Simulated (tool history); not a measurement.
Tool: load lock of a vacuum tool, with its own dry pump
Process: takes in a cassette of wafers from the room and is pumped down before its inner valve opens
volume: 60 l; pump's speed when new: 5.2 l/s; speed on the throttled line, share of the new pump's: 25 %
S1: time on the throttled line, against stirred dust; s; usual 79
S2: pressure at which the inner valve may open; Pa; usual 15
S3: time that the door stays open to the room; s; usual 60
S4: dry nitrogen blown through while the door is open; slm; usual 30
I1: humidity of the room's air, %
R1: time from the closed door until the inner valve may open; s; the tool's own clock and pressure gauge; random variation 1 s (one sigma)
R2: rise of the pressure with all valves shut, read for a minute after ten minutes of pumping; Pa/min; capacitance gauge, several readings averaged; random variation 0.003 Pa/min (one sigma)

run    hour  S1  S2   S3  S4    I1     R1     R2
  1     0.0  79  15   60  30  46.9  173.0  0.046
  2    67.8  79  15   60  30  45.6  169.7  0.048
  3   196.8  79  23   60  30  44.2  165.7  0.048
  4   267.0  79  23   60  30  43.6  166.1  0.053
  5   415.2  79  15   60  30  45.3  170.2  0.049
  6   513.6  79  15   60  30  44.6  172.2  0.052
  7   613.2  79  15   60  30  44.6  170.9  0.053
  8   683.0  79  15   60  30  44.2  172.2  0.055
  9   747.7  79  15   60  30  44.0  169.0  0.050
 10   843.5  58  15   29  30  43.6  155.1  0.039
 11   955.1  69  27  138   6  45.4  156.5  0.088
 12  1085.3  69  27  138   6  42.6  157.2  0.083
 13  1217.0  69  27  138   6  43.7  158.1  0.087
 14  1358.4  69  27  138   6  49.5  158.7  0.094
 15  1518.9  69  27  138   6  43.8  158.8  0.086
 16  1654.4  87  15   60  30  45.8  179.7  0.058
 17  1769.3  93  15   29  13  44.9  185.4  0.060

Hidden state or all else? Some run-to-run changes of R1, split into what the settings, what came in and random variation would give without the hidden state, and what is left for the hidden state (with any gauge scatter that isn't in both results):
The hidden state here: pump's speed, % of a new pump's; leak at the door's seal, Pa l/s; drift of the gauge itself on ready_s, %; drift of the gauge itself on rise_pa_min, %.
Run 4 -> 5: S2 23 -> 15. R1 +4.1 s: hidden state +0.9, all else +3.2.
Run 15 -> 16: S1 69 -> 87, S2 27 -> 15, S3 138 -> 60, S4 6 -> 30. R1 +20.9 s: hidden state +0.7, all else +20.2.
